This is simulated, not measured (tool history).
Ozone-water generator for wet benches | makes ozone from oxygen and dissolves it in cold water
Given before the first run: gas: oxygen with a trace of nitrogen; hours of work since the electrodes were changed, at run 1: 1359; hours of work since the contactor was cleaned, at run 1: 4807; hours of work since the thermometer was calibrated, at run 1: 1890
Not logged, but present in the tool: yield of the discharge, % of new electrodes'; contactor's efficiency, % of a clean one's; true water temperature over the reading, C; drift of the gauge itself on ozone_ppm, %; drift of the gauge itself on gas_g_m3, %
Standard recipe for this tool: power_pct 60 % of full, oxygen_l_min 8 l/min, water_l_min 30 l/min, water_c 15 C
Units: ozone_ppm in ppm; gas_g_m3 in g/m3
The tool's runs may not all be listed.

run	hour	power_pct	oxygen_l_min	water_l_min	water_c	hours of work since the electrodes were changed	hours of work since the contactor was cleaned	hours of work since the thermometer was calibrated	ozone_ppm	gas_g_m3
1	0	60	8	30	15	1359	4807	1890	15.3	188.9
2	73.5	60	8	30	15	1422	4870	1953	15.3	189
3	146.4	60	8	30	15	1485	4933	2016	15.2	190.1
4	233	60	8	30	15	1560	5008	2090	15.2	191
5	343	48	8	30	15	1654	5102	2185	12.5	158.9
6	457.7	60	8	30	15	1753	5201	2283	15.4	189.8
7	520.1	60	8	25	15	1807	5255	2337	17.6	189.2
8	574.5	60	8	25	15	1853	5301	2384	17.4	188.3
9	671.9	60	10.67	30	15	1937	5385	2468	15.9	171.8
10	719.2	60	10.67	30	15	1978	5426	2508	16.1	169.4
11	801.5	60	10.67	30	15	2049	5497	2579	15.9	172.1
12	908.7	60	10.67	30	15	2141	5589	2671	15.9	169.3
13	1012.7	60	8	30	15	2230	5678	2761	14.9	189.9
14	1125.8	60	8	30	15	2328	5776	2858	15	189.2
15	1231.4	60	8	25	15	2419	5866	2949	17.1	187.4
16	1287.1	60	8	25	15	2467	5914	2997	17.1	186.8
17	1358.8	60	8	25	15	2528	5976	3059	17.1	188.5
18	1413.2	60	8	25	15	2575	6023	3105	17	188.1
19	1496.1	60	8.7	25	9	2646	6094	3177	19.3	182.7
20	1598.5	94	6.32	21	8	2734	6182	3265	29.2	292.5
21	1651.5	52	13	24	13	2780	6228	3310	17	140.2
22	1738.6	49	11.19	29	10	2855	6303	3385	14.9	140.1
23	1821.8	60	8	28	15	2926	6374	3457	15.8	187.6
24	1879.1	57	8.38	30	15	2976	6424	3506	14.2	178.1
25	1987.4	57	8.38	30	15	3069	6517	3599	14.3	175.9
26	2037.2	57	8.38	39	12	3112	6560	3642	11.9	175
# hour 2062.8: water thermometer calibrated
27	2125.7	57	8.38	39	12	3187	6635	54	11.7	177.1
28	2219.5	60	8	26	15	3268	6716	135	16.2	187.9
29	2331.9	90	13.19	21	15	3365	6813	231	27.5	216.6
30	2424.4	90	13.19	21	15	3444	6892	311	26.8	216.3
31	2509	69	9.31	19	22	3517	6965	384	20.2	197
32	2560.3	89	4.69	19	9	3561	7009	428	27.1	303.6

Results for each run, recomputed without the tool's hidden state and with each run's random variation untouched:
run	ozone_ppm	gas_g_m3
1	16.9	191.7
2	16.9	191.9
3	16.8	193.2
4	16.9	194.3
5	13.9	161.2
6	17.1	193.5
7	19.5	192.9
8	19.4	192.1
9	17.8	175.5
10	18.1	173.1
11	17.8	176.1
12	17.8	173.3
13	16.8	194.6
14	16.9	194.1
15	19.3	192.5
16	19.3	191.9
17	19.4	193.8
18	19.3	193.5
19	21.9	188.1
20	33.6	305.4
21	19.3	144
22	17	143.7
23	18.1	193.8
24	16.3	183.7
25	16.4	181.8
26	13.8	180.9
27	13.6	183.3
28	18.7	195
29	32.1	228.3
30	31.4	228.2
31	23.4	206.1
32	31.8	320.9
